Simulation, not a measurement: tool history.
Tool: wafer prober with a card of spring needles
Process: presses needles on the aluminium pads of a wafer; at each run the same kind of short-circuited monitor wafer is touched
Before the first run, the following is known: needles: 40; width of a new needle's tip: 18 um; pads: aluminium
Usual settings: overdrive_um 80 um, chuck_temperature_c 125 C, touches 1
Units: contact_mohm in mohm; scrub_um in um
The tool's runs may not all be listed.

run	hour	overdrive_um	chuck_temperature_c	touches	contact_mohm	scrub_um
1	0	80	125	1	201	9.77
# hour 1.4: tips cleaned on abrasive film
2	9.4	80	79	1	190	9.82
# hour 12.2: tips cleaned on abrasive film
3	15.9	80	125	1	199	9.73
# hour 23: tips cleaned on abrasive film
4	23.2	80	125	1	202	9.74
5	28.6	80	125	1	201	9.75
# hour 33.4: tips cleaned on abrasive film
6	34.8	80	125	1	198	9.79
7	41.5	80	56	1	189	9.77
# hour 43.9: tips cleaned on abrasive film
8	48.1	80	56	1	186	9.78
# hour 54.8: tips cleaned on abrasive film
9	57.5	91	56	1	185	11.05
10	62.4	91	56	1	187	10.92
# hour 65: tips cleaned on abrasive film
11	67.3	90	125	1	201	11
12	72.1	80	33	1	183	9.71
# hour 75.5: tips cleaned on abrasive film
13	77.7	80	33	1	179	9.65
14	81.6	80	33	1	180	9.74
# hour 85.8: tips cleaned on abrasive film
15	88.9	80	125	1	199	9.65
16	93.8	80	125	1	202	9.69
# hour 96.5: tips cleaned on abrasive film
17	99.9	80	125	1	200	9.69
18	105.6	80	125	1	199	9.69
# hour 106.8: tips cleaned on abrasive film
19	112.8	98	32	1	180	11.72
20	116.7	63	125	2	205	7.65
# hour 117.5: tips cleaned on abrasive film
21	121.2	67	88	1	195	8.13
22	125.6	67	88	1	197	8.08
# hour 128: tips cleaned on abrasive film
23	133.2	67	88	1	195	8.11
# hour 138.4: tips cleaned on abrasive film
24	140.3	76	125	1	204	9.21
25	144.7	76	125	1	200	9.07
# hour 148.8: tips cleaned on abrasive film
26	153.8	90	35	1	182	10.88
# hour 159.1: tips cleaned on abrasive film
27	161.7	89	125	2	197	10.66
28	167	62	52	1	187	7.46
# hour 169.2: tips cleaned on abrasive film
29	174.7	76	36	1	185	9.1
# hour 179.7: tips cleaned on abrasive film
30	180.5	76	90	1	194	9
31	184.7	76	43	2	187	9.11
# hour 190.4: tips cleaned on abrasive film
32	192.3	71	109	1	197	8.48
33	199.6	81	39	2	184	9.71
# hour 200.9: tips cleaned on abrasive film
34	204.6	60	64	1	190	7.17
35	209.5	60	64	1	194	7.18

Below are 3 alternative next runs, each starting from the tool's condition after run 35. Predict each:
# hour 211.6: tips cleaned on abrasive film
A	215.4	90	63	1	?	?
# hour 211.6: tips cleaned on abrasive film
B	215.4	88	125	3	?	?
# hour 211.6: tips cleaned on abrasive film
C	215.4	64	52	1	?	?

run	contact_mohm	scrub_um
A	184	10.8
B	197	10.43
C	192	7.63
With no hidden state in the tool, these same runs would have given:
run	contact_mohm	scrub_um
A	184	11.06
B	196	10.68
C	192	7.81

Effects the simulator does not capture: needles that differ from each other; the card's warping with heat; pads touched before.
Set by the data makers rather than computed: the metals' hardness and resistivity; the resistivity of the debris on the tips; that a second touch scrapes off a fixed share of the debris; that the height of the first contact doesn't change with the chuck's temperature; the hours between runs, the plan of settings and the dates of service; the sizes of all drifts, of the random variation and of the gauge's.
